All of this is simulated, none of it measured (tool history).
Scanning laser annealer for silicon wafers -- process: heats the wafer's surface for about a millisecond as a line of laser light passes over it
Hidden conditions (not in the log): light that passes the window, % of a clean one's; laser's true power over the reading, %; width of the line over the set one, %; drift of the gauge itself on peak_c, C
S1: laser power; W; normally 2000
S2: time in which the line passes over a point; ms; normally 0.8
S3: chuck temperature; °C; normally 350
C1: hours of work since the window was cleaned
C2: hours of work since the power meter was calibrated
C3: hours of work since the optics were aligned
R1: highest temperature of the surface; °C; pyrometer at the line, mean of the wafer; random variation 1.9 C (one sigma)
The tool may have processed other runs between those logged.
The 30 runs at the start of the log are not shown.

run,hour,S1,S2,S3,C1,C2,C3,R1
31,760.8,2064,0.785,353,631,982,580,1172
32,791.8,2013,0.601,350,655,1005,603,1036
33,825.2,1921,0.741,350,680,1031,629,1081
34,854.1,1921,0.741,350,702,1052,651,1077
35,876.3,2189,0.746,334,719,1069,668,1181
36,912.2,2147,0.746,342,746,1097,695,1167
37,927.4,2070,0.654,343,758,1108,706,1078
38,957,2033,0.848,389,780,1130,729,1215
39,972.3,2033,0.848,389,792,1142,740,1219
40,997.5,1751,0.966,358,811,1161,759,1106
41,1014.5,2035,0.73,349,824,1174,772,1109

What if the next run were any one of these 3? Each begins from the tool's condition after run 41:
A,1050.6,1781,0.8,336,851,1201,800,?
B,1050.6,2126,0.73,370,851,1201,800,?
C,1050.6,2019,0.8,350,851,1201,800,?

run,R1
A,1025
B,1170
C,1143
With the hidden condition removed and each run's random variation left untouched, the same runs would have given:
run,R1
A,1072
B,1224
C,1197

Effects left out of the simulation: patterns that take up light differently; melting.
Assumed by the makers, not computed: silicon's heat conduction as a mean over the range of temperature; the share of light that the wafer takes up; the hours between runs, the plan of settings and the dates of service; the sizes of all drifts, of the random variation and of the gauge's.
